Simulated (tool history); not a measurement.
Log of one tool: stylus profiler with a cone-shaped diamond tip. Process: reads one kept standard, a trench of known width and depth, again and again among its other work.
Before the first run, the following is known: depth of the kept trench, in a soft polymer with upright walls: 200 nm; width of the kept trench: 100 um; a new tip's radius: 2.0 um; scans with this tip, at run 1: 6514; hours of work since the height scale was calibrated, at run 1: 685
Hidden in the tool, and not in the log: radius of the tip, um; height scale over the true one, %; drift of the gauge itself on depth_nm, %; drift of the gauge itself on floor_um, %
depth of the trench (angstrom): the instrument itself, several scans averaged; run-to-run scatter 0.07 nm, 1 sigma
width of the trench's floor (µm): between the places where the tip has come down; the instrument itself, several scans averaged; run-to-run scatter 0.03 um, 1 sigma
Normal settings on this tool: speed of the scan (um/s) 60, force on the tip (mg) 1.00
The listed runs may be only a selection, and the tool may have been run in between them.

run   hour  speed of the scan (um/s)  force on the tip (mg)  scans with this tip  hours of work since the height scale was calibrated  depth of the trench (angstrom)  width of the trench's floor (µm)
  1    0.0                        60                   1.00                 6514                                                  685                          2013.8                             97.91
  2   60.5                        60                   1.00                 6874                                                  723                          2013.4                             97.91
  3   93.6                        60                   1.00                 7070                                                  743                          2014.1                             97.87
  4  133.8                        60                   1.00                 7310                                                  768                          2014.5                             97.92
  5  183.5                        60                   1.00                 7605                                                  799                          2014.4                             97.93
  6  214.9                        60                   0.90                 7792                                                  819                          2013.4                             97.90
  7  249.0                        60                   0.90                 7995                                                  840                          2012.0                             97.90
  8  300.8                        60                   1.00                 8303                                                  873                          2015.2                             97.90
  9  329.2                        46                   1.00                 8472                                                  891                          2014.4                             97.88
     332.7  -- height scale calibrated on a step standard
 10  371.4                        60                   1.00                 8720                                                   24                          2012.7                             97.87
 11  408.9                        60                   0.70                 8943                                                   48                          2008.9                             97.85
 12  467.3                        60                   0.70                 9290                                                   84                          2009.5                             97.83
 13  533.7                        60                   0.70                 9685                                                  126                          2007.9                             97.81
 14  566.8                        60                   0.70                 9882                                                  146                          2008.7                             97.86
 15  598.5                        60                   0.70                10070                                                  166                          2008.8                             97.83
 16  644.2                        37                   1.00                10343                                                  195                          2011.3                             97.88
 17  683.2                        62                   0.35                10574                                                  219                          2003.0                             97.71
     712.4  -- height scale calibrated on a step standard, once more
 18  714.4                       101                   1.98                10757                                                    1                          2027.7                             97.82
 19  747.5                       138                   2.28                10953                                                   22                          2030.6                             97.74
 20  777.0                       114                   1.00                11129                                                   40                          2017.7                             97.69
 21  817.1                        38                   2.41                11368                                                   66                          2031.5                             97.94
 22  852.9                       138                   1.30                11581                                                   88                          2019.9                             97.64
 23  881.7                       126                   2.08                11752                                                  106                          2028.9                             97.69

Run 24, settings as shown, results not yet in. Your forecast:
 24  915.7                       126                   2.08                11954                                                  127                               ?                                 ?

depth of the trench (angstrom): 2028.7
width of the trench's floor (µm): 97.74
Without the tool's hidden state the same run would have given depth of the trench (angstrom) 2028.0, width of the trench's floor (µm) 98.03.
